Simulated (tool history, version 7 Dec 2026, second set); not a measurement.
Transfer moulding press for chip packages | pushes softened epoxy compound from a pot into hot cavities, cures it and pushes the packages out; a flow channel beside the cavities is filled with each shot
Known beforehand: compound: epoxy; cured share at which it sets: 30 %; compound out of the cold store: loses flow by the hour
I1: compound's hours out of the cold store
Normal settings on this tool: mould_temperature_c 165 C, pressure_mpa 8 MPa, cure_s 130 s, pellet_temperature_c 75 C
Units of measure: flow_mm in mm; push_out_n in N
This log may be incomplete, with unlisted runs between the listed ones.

run 1 hour=0 | mould_temperature_c=165 pressure_mpa=8 cure_s=130 pellet_temperature_c=75 | I1=46.3 | flow_mm=759 push_out_n=333
run 2 hour=13.9 | mould_temperature_c=165 pressure_mpa=8 cure_s=118 pellet_temperature_c=75 | I1=23.7 | flow_mm=854 push_out_n=422
run 3 hour=28.3 | mould_temperature_c=165 pressure_mpa=8 cure_s=130 pellet_temperature_c=75 | I1=16.6 | flow_mm=885 push_out_n=361
run 4 hour=38.3 | mould_temperature_c=165 pressure_mpa=8 cure_s=130 pellet_temperature_c=75 | I1=19 | flow_mm=897 push_out_n=352
run 5 hour=50.3 | mould_temperature_c=165 pressure_mpa=8.96 cure_s=130 pellet_temperature_c=75 | I1=13 | flow_mm=975 push_out_n=360
run 6 hour=60.5 | mould_temperature_c=165 pressure_mpa=7.13 cure_s=130 pellet_temperature_c=75 | I1=26.8 | flow_mm=789 push_out_n=360
run 7 hour=70.4 | mould_temperature_c=165 pressure_mpa=7.13 cure_s=130 pellet_temperature_c=75 | I1=24.6 | flow_mm=813 push_out_n=350
run 8 hour=83.8 | mould_temperature_c=165 pressure_mpa=8 cure_s=130 pellet_temperature_c=75 | I1=9.6 | flow_mm=954 push_out_n=365
run 9 hour=92.5 | mould_temperature_c=173 pressure_mpa=8 cure_s=130 pellet_temperature_c=75 | I1=23.7 | flow_mm=831 push_out_n=281
-- hour=107.2 cavities cleaned with cleaning compound and waxed
run 10 hour=113.9 | mould_temperature_c=173 pressure_mpa=8 cure_s=130 pellet_temperature_c=75 | I1=39.3 | flow_mm=752 push_out_n=290
run 11 hour=122.2 | mould_temperature_c=173 pressure_mpa=8 cure_s=130 pellet_temperature_c=75 | I1=45.3 | flow_mm=742 push_out_n=281
run 12 hour=131.7 | mould_temperature_c=173 pressure_mpa=8 cure_s=130 pellet_temperature_c=75 | I1=32.5 | flow_mm=795 push_out_n=287
run 13 hour=142 | mould_temperature_c=165 pressure_mpa=6.87 cure_s=130 pellet_temperature_c=75 | I1=38.7 | flow_mm=722 push_out_n=341
run 14 hour=155.2 | mould_temperature_c=165 pressure_mpa=6.87 cure_s=130 pellet_temperature_c=75 | I1=29.7 | flow_mm=761 push_out_n=345
run 15 hour=174.6 | mould_temperature_c=157 pressure_mpa=6.87 cure_s=130 pellet_temperature_c=66 | I1=39.1 | flow_mm=761 push_out_n=602
run 16 hour=185.2 | mould_temperature_c=166 pressure_mpa=6.87 cure_s=113 pellet_temperature_c=69 | I1=28.3 | flow_mm=776 push_out_n=423
run 17 hour=193.4 | mould_temperature_c=163 pressure_mpa=7.05 cure_s=113 pellet_temperature_c=68 | I1=32.6 | flow_mm=782 push_out_n=519
run 18 hour=209.5 | mould_temperature_c=172 pressure_mpa=8.28 cure_s=124 pellet_temperature_c=75 | I1=32.1 | flow_mm=810 push_out_n=319
-- hour=214.7 cavities cleaned with cleaning compound and waxed
run 19 hour=228.8 | mould_temperature_c=172 pressure_mpa=8.28 cure_s=124 pellet_temperature_c=75 | I1=30.7 | flow_mm=815 push_out_n=310
run 20 hour=237.9 | mould_temperature_c=172 pressure_mpa=8.28 cure_s=124 pellet_temperature_c=75 | I1=40.2 | flow_mm=772 push_out_n=294
run 21 hour=250.1 | mould_temperature_c=171 pressure_mpa=7.55 cure_s=152 pellet_temperature_c=75 | I1=11 | flow_mm=890 push_out_n=277
run 22 hour=261 | mould_temperature_c=165 pressure_mpa=6.14 cure_s=162 pellet_temperature_c=71 | I1=26.1 | flow_mm=745 push_out_n=298
run 23 hour=273.1 | mould_temperature_c=164 pressure_mpa=6.56 cure_s=119 pellet_temperature_c=75 | I1=16.5 | flow_mm=825 push_out_n=453
run 24 hour=287.4 | mould_temperature_c=163 pressure_mpa=6.29 cure_s=167 pellet_temperature_c=77 | I1=43.1 | flow_mm=690 push_out_n=311
run 25 hour=302.6 | mould_temperature_c=167 pressure_mpa=9.36 cure_s=120 pellet_temperature_c=77 | I1=27.6 | flow_mm=899 push_out_n=369
run 26 hour=311.3 | mould_temperature_c=171 pressure_mpa=8 cure_s=116 pellet_temperature_c=75 | I1=34.9 | flow_mm=783 push_out_n=311
-- hour=321.6 cavities cleaned with cleaning compound and waxed
run 27 hour=326 | mould_temperature_c=173 pressure_mpa=8.23 cure_s=168 pellet_temperature_c=75 | I1=31.4 | flow_mm=802 push_out_n=281
run 28 hour=336 | mould_temperature_c=173 pressure_mpa=8.23 cure_s=168 pellet_temperature_c=75 | I1=19.2 | flow_mm=868 push_out_n=279

Alternative continuations, all from the tool just after run 28; predict every row:
run A hour=349.1 | mould_temperature_c=165 pressure_mpa=8 cure_s=138 pellet_temperature_c=75 | I1=12.8 | flow_mm=? push_out_n=?
run B hour=349.1 | mould_temperature_c=173 pressure_mpa=7.06 cure_s=150 pellet_temperature_c=84 | I1=22.8 | flow_mm=? push_out_n=?
run C hour=349.1 | mould_temperature_c=164 pressure_mpa=8 cure_s=157 pellet_temperature_c=77 | I1=29.8 | flow_mm=? push_out_n=?
run D hour=349.1 | mould_temperature_c=159 pressure_mpa=8.89 cure_s=168 pellet_temperature_c=69 | I1=38.6 | flow_mm=? push_out_n=?
run E hour=349.1 | mould_temperature_c=173 pressure_mpa=6.51 cure_s=168 pellet_temperature_c=71 | I1=22.3 | flow_mm=? push_out_n=?

run=A flow_mm=913 push_out_n=330
run=B flow_mm=788 push_out_n=283
run=C flow_mm=827 push_out_n=314
run=D flow_mm=844 push_out_n=330
run=E flow_mm=758 push_out_n=298
Without the tool's hidden state the same runs would have given:
run=A flow_mm=915 push_out_n=328
run=B flow_mm=789 push_out_n=280
run=C flow_mm=828 push_out_n=312
run=D flow_mm=845 push_out_n=328
run=E flow_mm=760 push_out_n=296
